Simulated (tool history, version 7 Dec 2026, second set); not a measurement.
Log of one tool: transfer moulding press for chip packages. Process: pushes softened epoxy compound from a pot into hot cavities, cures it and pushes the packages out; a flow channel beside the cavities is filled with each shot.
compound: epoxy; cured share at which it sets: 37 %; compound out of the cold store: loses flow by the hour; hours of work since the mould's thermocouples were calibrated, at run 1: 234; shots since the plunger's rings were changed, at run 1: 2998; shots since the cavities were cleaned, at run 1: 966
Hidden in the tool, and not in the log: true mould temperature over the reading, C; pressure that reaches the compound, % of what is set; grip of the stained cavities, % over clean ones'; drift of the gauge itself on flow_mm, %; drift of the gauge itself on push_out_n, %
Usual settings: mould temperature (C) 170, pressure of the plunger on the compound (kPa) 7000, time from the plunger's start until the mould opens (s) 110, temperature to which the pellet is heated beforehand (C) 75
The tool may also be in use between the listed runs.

| run | hour | mould temperature (C) | pressure of the plunger on the compound (kPa) | time from the plunger's start until the mould opens (s) | temperature to which the pellet is heated beforehand (C) | hours of work since the mould's thermocouples were calibrated | shots since the plunger's rings were changed | shots since the cavities were cleaned | incoming compound's hours out of the cold store | length that the compound runs in the flow channel (mm) | greatest force on the pins that push the packages out (N) |
|---|---|---|---|---|---|---|---|---|---|---|---|
| 1 | 0 | 170 | 7000 | 110 | 75 | 234 | 2998 | 966 | 33.7 | 698 | 387 |
|  | 10 | cavities cleaned with cleaning compound and waxed |
| 2 | 43.3 | 170 | 7000 | 110 | 75 | 262 | 3447 | 358 | 36 | 694 | 380 |
| 3 | 71.5 | 170 | 7000 | 110 | 75 | 280 | 3750 | 661 | 23.5 | 736 | 411 |
|  | 107.7 | cavities cleaned with cleaning compound and waxed |
| 4 | 123.9 | 170 | 7000 | 103 | 75 | 314 | 4296 | 174 | 38.7 | 688 | 430 |
| 5 | 167.2 | 170 | 7000 | 110 | 75 | 343 | 4760 | 638 | 35.8 | 692 | 372 |
| 6 | 192 | 170 | 7000 | 110 | 75 | 360 | 5027 | 905 | 19.6 | 744 | 398 |
|  | 205.6 | cavities cleaned with cleaning compound and waxed |
| 7 | 238.5 | 164 | 7000 | 110 | 75 | 390 | 5510 | 353 | 28.8 | 740 | 604 |
| 8 | 282.5 | 164 | 7000 | 110 | 75 | 419 | 5983 | 826 | 17.2 | 784 | 600 |
|  | 303.2 | cavities cleaned with cleaning compound and waxed |
|  | 309 | plunger's sealing rings changed |
| 9 | 331.4 | 164 | 7000 | 110 | 75 | 449 | 240 | 275 | 47.1 | 682 | 574 |
| 10 | 368.7 | 164 | 7000 | 110 | 75 | 474 | 641 | 676 | 43.8 | 690 | 558 |
| 11 | 392.2 | 164 | 7000 | 110 | 75 | 490 | 893 | 928 | 37.5 | 713 | 588 |
|  | 402.1 | cavities cleaned with cleaning compound and waxed |
|  | 413.4 | mould's thermocouples calibrated |
| 12 | 431.3 | 164 | 7000 | 110 | 75 | 12 | 1276 | 293 | 8.4 | 817 | 674 |
| 13 | 473 | 170 | 7000 | 110 | 75 | 40 | 1723 | 740 | 40.6 | 681 | 381 |
|  | 500.4 | cavities cleaned with cleaning compound and waxed |
| 14 | 501.1 | 170 | 7000 | 110 | 75 | 58 | 2009 | 8 | 43.2 | 674 | 368 |
| 15 | 523.5 | 171 | 6370 | 110 | 71 | 72 | 2249 | 248 | 23.6 | 697 | 355 |
| 16 | 563 | 170 | 6590 | 110 | 75 | 99 | 2673 | 672 | 19.5 | 735 | 391 |
|  | 597 | cavities cleaned with cleaning compound and waxed |
| 17 | 613.8 | 172 | 5630 | 140 | 79 | 132 | 3203 | 181 | 25 | 647 | 320 |
| 18 | 656.3 | 177 | 7000 | 116 | 82 | 160 | 3659 | 637 | 16.4 | 733 | 326 |
|  | 694.6 | cavities cleaned with cleaning compound and waxed |
| 19 | 703.2 | 167 | 7000 | 124 | 75 | 190 | 4146 | 92 | 31.5 | 724 | 372 |
| 20 | 737.5 | 170 | 7820 | 110 | 75 | 213 | 4515 | 461 | 11.1 | 817 | 408 |
| 21 | 780.8 | 170 | 8310 | 125 | 75 | 242 | 4979 | 925 | 16.1 | 826 | 340 |
|  | 791.1 | cavities cleaned with cleaning compound and waxed |
| 22 | 813.3 | 162 | 7000 | 106 | 75 | 263 | 5312 | 239 | 36.6 | 728 | 732 |
| 23 | 852.7 | 162 | 7000 | 106 | 75 | 289 | 5735 | 662 | 26.7 | 758 | 774 |

Run 24 comes next. What will it give?
| 24 | 882.9 | 168 | 7000 | 129 | 84 | 309 | 6059 | 986 | 29 | ? | ? |

length that the compound runs in the flow channel (mm): 725
greatest force on the pins that push the packages out (N): 357
Without the tool's hidden state the same run would have given length that the compound runs in the flow channel (mm) 725, greatest force on the pins that push the packages out (N) 353.
